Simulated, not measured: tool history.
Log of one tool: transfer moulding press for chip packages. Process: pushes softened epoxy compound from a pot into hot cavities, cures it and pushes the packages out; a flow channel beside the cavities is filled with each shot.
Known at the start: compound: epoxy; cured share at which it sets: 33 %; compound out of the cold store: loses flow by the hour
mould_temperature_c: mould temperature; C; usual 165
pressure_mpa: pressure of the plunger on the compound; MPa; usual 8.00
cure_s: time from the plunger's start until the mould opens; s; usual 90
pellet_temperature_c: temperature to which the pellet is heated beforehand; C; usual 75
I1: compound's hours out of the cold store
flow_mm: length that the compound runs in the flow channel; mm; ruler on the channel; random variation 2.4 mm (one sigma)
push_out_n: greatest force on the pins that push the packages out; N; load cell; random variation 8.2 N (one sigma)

run 1 day=0.000 | mould_temperature_c=165 pressure_mpa=8.00 cure_s=90 pellet_temperature_c=75 | I1=19.3 | flow_mm=650 push_out_n=466
run 2 day=2.271 | mould_temperature_c=164 pressure_mpa=8.00 cure_s=90 pellet_temperature_c=75 | I1=12.6 | flow_mm=661 push_out_n=505
run 3 day=5.279 | mould_temperature_c=159 pressure_mpa=8.00 cure_s=90 pellet_temperature_c=75 | I1=25.2 | flow_mm=649 push_out_n=714
run 4 day=7.888 | mould_temperature_c=159 pressure_mpa=8.00 cure_s=90 pellet_temperature_c=75 | I1=45.0 | flow_mm=616 push_out_n=657
run 5 day=10.183 | mould_temperature_c=165 pressure_mpa=9.60 cure_s=90 pellet_temperature_c=75 | I1=29.4 | flow_mm=687 push_out_n=453
run 6 day=11.617 | mould_temperature_c=165 pressure_mpa=9.60 cure_s=90 pellet_temperature_c=75 | I1=11.3 | flow_mm=733 push_out_n=454
run 7 day=14.300 | mould_temperature_c=165 pressure_mpa=9.60 cure_s=90 pellet_temperature_c=75 | I1=43.8 | flow_mm=663 push_out_n=434
run 8 day=16.812 | mould_temperature_c=165 pressure_mpa=8.00 cure_s=90 pellet_temperature_c=84 | I1=37.8 | flow_mm=614 push_out_n=439
run 9 day=19.754 | mould_temperature_c=165 pressure_mpa=8.00 cure_s=90 pellet_temperature_c=84 | I1=18.9 | flow_mm=651 push_out_n=459
run 10 day=21.950 | mould_temperature_c=164 pressure_mpa=6.45 cure_s=106 pellet_temperature_c=74 | I1=28.3 | flow_mm=573 push_out_n=378
run 11 day=24.183 | mould_temperature_c=164 pressure_mpa=6.45 cure_s=106 pellet_temperature_c=74 | I1=19.4 | flow_mm=584 push_out_n=391
run 12 day=27.112 | mould_temperature_c=165 pressure_mpa=8.00 cure_s=108 pellet_temperature_c=75 | I1=43.7 | flow_mm=605 push_out_n=372
run 13 day=28.346 | mould_temperature_c=165 pressure_mpa=8.00 cure_s=76 pellet_temperature_c=66 | I1=33.9 | flow_mm=624 push_out_n=711
run 14 day=29.758 | mould_temperature_c=169 pressure_mpa=6.19 cure_s=116 pellet_temperature_c=72 | I1=18.2 | flow_mm=567 push_out_n=345
run 15 day=31.058 | mould_temperature_c=168 pressure_mpa=8.00 cure_s=113 pellet_temperature_c=75 | I1=16.2 | flow_mm=649 push_out_n=350
run 16 day=32.429 | mould_temperature_c=168 pressure_mpa=8.00 cure_s=113 pellet_temperature_c=75 | I1=12.4 | flow_mm=649 push_out_n=336
run 17 day=34.592 | mould_temperature_c=170 pressure_mpa=8.97 cure_s=116 pellet_temperature_c=74 | I1=12.5 | flow_mm=688 push_out_n=349

Not shown: 16 entries that the log had between the listed runs. Between which runs, and how does the tool's hidden state differ before and after?
Between runs 1 and 2: cavities cleaned with cleaning compound and waxed (day 1.425)
  pressure that reaches the compound, % of what is set: 99.51 -> 99.46; grip of the stained cavities, % over clean ones': 0.8 -> 0.7
Between runs 2 and 3: cavities cleaned with cleaning compound and waxed (day 3.800)
  true mould temperature over the reading, C: 0 -> 0.01; pressure that reaches the compound, % of what is set: 99.46 -> 99.4; grip of the stained cavities, % over clean ones': 0.7 -> 1
Between runs 3 and 4: cavities cleaned with cleaning compound and waxed (day 6.088)
  pressure that reaches the compound, % of what is set: 99.4 -> 99.34; grip of the stained cavities, % over clean ones': 1 -> 1.1
Between runs 4 and 5: cavities cleaned with cleaning compound and waxed (day 8.396); plunger's sealing rings changed (day 8.725)
  pressure that reaches the compound, % of what is set: 99.34 -> 99.93
Between runs 5 and 6: cavities cleaned with cleaning compound and waxed (day 10.896)
  pressure that reaches the compound, % of what is set: 99.93 -> 99.9; grip of the stained cavities, % over clean ones': 1.1 -> 0.5
Between runs 6 and 7: cavities cleaned with cleaning compound and waxed (day 13.175)
  pressure that reaches the compound, % of what is set: 99.9 -> 99.84; grip of the stained cavities, % over clean ones': 0.5 -> 0.9
Between runs 7 and 8: cavities cleaned with cleaning compound and waxed (day 15.483)
  pressure that reaches the compound, % of what is set: 99.84 -> 99.79
Between runs 8 and 9: cavities cleaned with cleaning compound and waxed (day 17.775)
  pressure that reaches the compound, % of what is set: 99.79 -> 99.73; grip of the stained cavities, % over clean ones': 0.9 -> 1.2
Between runs 9 and 10: cavities cleaned with cleaning compound and waxed (day 20.038)
  true mould temperature over the reading, C: 0.01 -> 0.02; pressure that reaches the compound, % of what is set: 99.73 -> 99.68; grip of the stained cavities, % over clean ones': 1.2 -> 1.3
Between runs 10 and 11: cavities cleaned with cleaning compound and waxed (day 22.508)
  pressure that reaches the compound, % of what is set: 99.68 -> 99.63; grip of the stained cavities, % over clean ones': 1.3 -> 1.1
Between runs 11 and 12: cavities cleaned with cleaning compound and waxed (day 24.767); cavities cleaned with cleaning compound and waxed (day 27.067)
  pressure that reaches the compound, % of what is set: 99.63 -> 99.57; grip of the stained cavities, % over clean ones': 1.1 -> 0.1
Between runs 13 and 14: cavities cleaned with cleaning compound and waxed (day 29.471)
  pressure that reaches the compound, % of what is set: 99.55 -> 99.52; grip of the stained cavities, % over clean ones': 0.9 -> 0.2
Between runs 15 and 16: cavities cleaned with cleaning compound and waxed (day 31.871)
  pressure that reaches the compound, % of what is set: 99.49 -> 99.47; grip of the stained cavities, % over clean ones': 1 -> 0.5
Between runs 16 and 17: cavities cleaned with cleaning compound and waxed (day 34.271)
  pressure that reaches the compound, % of what is set: 99.47 -> 99.42; grip of the stained cavities, % over clean ones': 0.5 -> 0.3
